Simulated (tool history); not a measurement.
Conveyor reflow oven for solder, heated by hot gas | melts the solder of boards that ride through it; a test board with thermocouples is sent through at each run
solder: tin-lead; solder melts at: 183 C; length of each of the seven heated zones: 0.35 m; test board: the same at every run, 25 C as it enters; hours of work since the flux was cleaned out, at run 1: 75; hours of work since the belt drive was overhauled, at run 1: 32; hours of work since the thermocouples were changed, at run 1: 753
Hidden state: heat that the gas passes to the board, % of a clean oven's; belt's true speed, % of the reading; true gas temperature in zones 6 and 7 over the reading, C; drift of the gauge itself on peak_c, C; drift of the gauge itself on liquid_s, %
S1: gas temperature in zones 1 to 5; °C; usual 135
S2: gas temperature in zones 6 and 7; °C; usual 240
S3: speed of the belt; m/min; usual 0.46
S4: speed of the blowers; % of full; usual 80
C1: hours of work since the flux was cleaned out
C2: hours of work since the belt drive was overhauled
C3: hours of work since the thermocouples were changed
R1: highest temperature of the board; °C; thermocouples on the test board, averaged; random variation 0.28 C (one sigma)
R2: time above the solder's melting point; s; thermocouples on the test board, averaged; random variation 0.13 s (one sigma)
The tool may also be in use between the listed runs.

run   hour   S1   S2     S3  S4   C1   C2   C3     R1    R2
  1      0  135  240   0.46  80   75   32  753  224.2  74.3
  2   16.3  135  240  0.438  80   83   39  760  225.3  78.9
      29.4  -- thermocouples of zones 6 and 7 changed
  3   41.8  135  240  0.438  80   93   49    6  228.4    81
  4   67.2  135  233  0.438  80  104   61   17    222  76.2
  5   85.4  135  240  0.446  80  113   69   25  227.6  79.3
  6  103.1  135  240  0.446  80  120   77   33  227.5  79.1
  7  125.7  135  240  0.446  80  131   87   43  227.6    79
  8  147.7  135  240   0.46  68  140   97   53  225.2  74.4
  9  181.8  135  240   0.46  68  156  112   68  224.8    74
 10    204  135  240  0.487  68  165  122   78  222.5  68.3
 11  227.8  135  240  0.487  68  176  132   89  222.8  68.3
 12  245.5  135  240   0.46  52  184  140   96  221.8  71.3
 13  262.8  135  240   0.46  52  192  148  104  221.1  71.4
     270.6  -- flux residue cleaned out of gas plates and filters
 14  289.2  135  240   0.46  52    8  158  114    221  70.8
 15  315.1  135  240   0.46  52   20  169  125  221.3  70.7
 16  344.3  135  236   0.46  80   33  182  138  221.8  72.4
 17  373.2  135  248   0.46  80   46  195  151  232.7  79.7
     406.1  -- flux residue cleaned out of gas plates and filters, once more
 18  412.5  135  240   0.46  88    3  210  166  228.4    77
 19  434.9  135  238  0.383  88   13  220  176  230.5  95.5
 20  458.3  135  238  0.383  88   23  231  187  230.1  95.5
 21    476  138  239  0.504  61   31  239  195  219.8  65.3
 22  500.7  138  239  0.504  61   42  250  206  220.2  65.2
 23  520.8  138  239  0.504  61   51  259  215  220.6    65
 24  549.4  138  255  0.504  89   64  271  228  239.3  77.2
 25  582.3  143  255  0.504  56   79  286  242  234.3  76.3

4 ways to go on from here, each from the tool as it stands after run 25. What would each give?
  A  611.8  133  241   0.46  74  92  299  255   ?   ?
  B  611.8  135  240  0.415  62  92  299  255   ?   ?
  C  611.8  127  240  0.386  76  92  299  255   ?   ?
  D  611.8  135  240   0.46  62  92  299  255   ?   ?

run     R1    R2
  A    226  74.8
  B    227  84.5
  C  230.1  90.8
  D  223.6  73.3
Without the tool's hidden state the same runs would have given:
run     R1    R2
  A  227.1  75.3
  B    228  84.9
  C  231.1  91.2
  D  224.7  73.9
